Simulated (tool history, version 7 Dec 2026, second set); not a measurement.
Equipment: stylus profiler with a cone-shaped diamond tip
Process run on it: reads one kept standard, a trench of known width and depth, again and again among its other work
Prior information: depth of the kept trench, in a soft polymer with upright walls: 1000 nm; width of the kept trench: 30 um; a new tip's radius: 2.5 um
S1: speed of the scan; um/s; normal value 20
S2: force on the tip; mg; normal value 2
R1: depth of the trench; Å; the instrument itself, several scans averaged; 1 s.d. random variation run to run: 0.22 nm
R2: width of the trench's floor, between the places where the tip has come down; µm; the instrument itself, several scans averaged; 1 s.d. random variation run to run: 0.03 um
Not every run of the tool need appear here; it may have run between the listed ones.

run 1 hour=0 | S1=20 S2=2 | R1=10086.3 R2=24.81
run 2 hour=24.3 | S1=20 S2=2 | R1=10092.6 R2=24.8
run 3 hour=52.6 | S1=20 S2=2 | R1=10089.3 R2=24.73
run 4 hour=66.6 | S1=72 S2=2 | R1=10089.5 R2=24.38
run 5 hour=87.8 | S1=22 S2=2 | R1=10087 R2=24.67
run 6 hour=110.6 | S1=20 S2=0.86 | R1=10066.2 R2=24.69
run 7 hour=131.2 | S1=70 S2=2 | R1=10089.3 R2=24.32
run 8 hour=154.1 | S1=70 S2=2 | R1=10095.9 R2=24.3
run 9 hour=183.1 | S1=20 S2=2.21 | R1=10097.9 R2=24.67
run 10 hour=212.8 | S1=20 S2=2.21 | R1=10097.5 R2=24.61
run 11 hour=228.8 | S1=20 S2=2.21 | R1=10098.7 R2=24.6
run 12 hour=249.8 | S1=20 S2=5.24 | R1=10154.1 R2=24.61
run 13 hour=274.8 | S1=66 S2=2.87 | R1=10114.7 R2=24.29
run 14 hour=292.5 | S1=12 S2=0.87 | R1=10064 R2=24.6
run 15 hour=317.8 | S1=59 S2=3.94 | R1=10135.6 R2=24.32
run 16 hour=335 | S1=23 S2=3.62 | R1=10132.7 R2=24.52
run 17 hour=360.5 | S1=5 S2=0.71 | R1=10061.6 R2=24.54
run 18 hour=376 | S1=5 S2=0.71 | R1=10066.8 R2=24.48
-- hour=387.7 new tip fitted, height scale calibrated
run 19 hour=396.7 | S1=30 S2=5.83 | R1=10142.5 R2=25.76
run 20 hour=413.1 | S1=30 S2=5.83 | R1=10143.4 R2=25.81
run 21 hour=441.8 | S1=30 S2=5.83 | R1=10140.3 R2=25.7
run 22 hour=462 | S1=9 S2=2 | R1=10073.2 R2=25.78
run 23 hour=479.1 | S1=9 S2=2 | R1=10074 R2=25.75

3 options for the next run, each taken on its own from the tool as it stands now. Forecast them:
run A hour=492.2 | S1=71 S2=1.05 | R1=? R2=?
run B hour=492.2 | S1=39 S2=2.38 | R1=? R2=?
run C hour=492.2 | S1=26 S2=5.3 | R1=? R2=?

run=A R1=10049.6 R2=25.2
run=B R1=10076.8 R2=25.54
run=C R1=10137 R2=25.71
With the hidden condition removed and each run's random variation left untouched, the same runs would have given:
run=A R1=10044.6 R2=25.4
run=B R1=10071.7 R2=25.74
run=C R1=10132 R2=25.9
